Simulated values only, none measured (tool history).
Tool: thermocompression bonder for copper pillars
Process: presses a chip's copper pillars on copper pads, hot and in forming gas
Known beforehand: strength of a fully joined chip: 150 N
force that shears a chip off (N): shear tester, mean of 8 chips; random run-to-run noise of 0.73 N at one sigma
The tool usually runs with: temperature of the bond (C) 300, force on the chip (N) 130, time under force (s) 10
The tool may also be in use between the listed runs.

run     day  temperature of the bond (C)  force on the chip (N)  time under force (s)  force that shears a chip off (N)
  1       0                          300                    130                    10                              47.5
  2   0.962                          300                    130                    10                              46.9
  3     1.8                          300                    130                    10                              46.6
  4    2.65                          327                    130                    10                              63.8
  5   4.096                          327                    130                    10                                63
  6    5.45                          327                    130                    10                              62.8
  7   6.646                          327                    130                    10                              61.7
  8     7.8                          300                    101                    10                              39.2
  9   9.438                          300                    101                    10                              38.3
 10  10.875                          315                    101                    10                                46
 11  11.842                          315                    101                    10                              46.4
 12  12.562                          300                     80                    27                              50.5
 13  13.579                          300                     80                    27                              50.2

Here are 4 independent what-if runs from the current tool condition. What would each one return?
  A  15.183                          300                    151                    10                                 ?
  B  15.183                          279                    123                    10                                 ?
  C  15.183                          279                    130                     6                                 ?
  D  15.183                          300                     81                    12                                 ?

run  force that shears a chip off (N)
  A                              49.3
  B                              33.3
  C                              27.9
  D                              35.8
With the hidden condition removed and each run's random variation left untouched, the same runs would have given:
run  force that shears a chip off (N)
  A                              57.4
  B                              39.4
  C                              33.2
  D                                42
